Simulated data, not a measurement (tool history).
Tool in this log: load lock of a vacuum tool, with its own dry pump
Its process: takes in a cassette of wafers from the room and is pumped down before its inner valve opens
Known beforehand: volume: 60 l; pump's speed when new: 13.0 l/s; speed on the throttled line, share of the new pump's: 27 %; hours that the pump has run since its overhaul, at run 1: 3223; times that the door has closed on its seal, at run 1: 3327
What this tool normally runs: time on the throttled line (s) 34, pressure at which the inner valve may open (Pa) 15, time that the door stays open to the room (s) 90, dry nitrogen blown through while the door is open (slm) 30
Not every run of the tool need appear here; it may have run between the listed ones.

run,hour,time on the throttled line (s),pressure at which the inner valve may open (Pa),time that the door stays open to the room (s),dry nitrogen blown through while the door is open (slm),hours that the pump has run since its overhaul,times that the door has closed on its seal,"incoming humidity of the room's air, %",time from the closed door until the inner valve may open (s),rise of the pressure with all valves shut (Pa/min)
1,0.0,34,15,90,30,3223,3327,45.5,66.8,0.045
2,148.9,34,15,90,30,3372,3927,44.9,67.0,0.055
3,370.8,34,15,90,30,3594,4823,44.6,66.5,0.071
4,633.8,34,15,90,30,3857,5884,45.9,67.1,0.086
5,886.1,34,15,90,30,4109,6902,46.5,67.2,0.104
6,1095.7,34,15,90,30,4319,7748,39.9,68.1,0.115
7,1366.2,40,15,90,15,4589,8840,47.6,72.4,0.143
8,1601.5,40,15,90,15,4825,9789,48.2,72.5,0.165
9,1758.4,23,15,38,15,4982,10422,44.3,60.8,0.165
10,2060.1,34,25,35,30,5283,11639,44.2,65.2,0.196
11,2313.0,34,11,90,7,5536,12660,44.3,69.3,0.227
12,2479.4,38,15,53,45,5702,13331,46.1,71.7,0.235

Below are 4 alternative next runs, each starting from the tool's condition after run 12. Predict each:
A,2788.0,41,21,90,7,6011,14577,45.4,?,?
B,2788.0,34,17,90,30,6011,14577,44.1,?,?
C,2788.0,62,24,90,30,6011,14577,46.4,?,?
D,2788.0,30,23,90,39,6011,14577,47.2,?,?

run,time from the closed door until the inner valve may open (s),rise of the pressure with all valves shut (Pa/min)
A,71.0,0.283
B,68.3,0.276
C,86.1,0.276
D,64.4,0.266
With no hidden state in the tool, these same runs would have given:
run,time from the closed door until the inner valve may open (s),rise of the pressure with all valves shut (Pa/min)
A,68.5,0.021
B,65.5,0.014
C,84.2,0.009
D,61.6,0.005
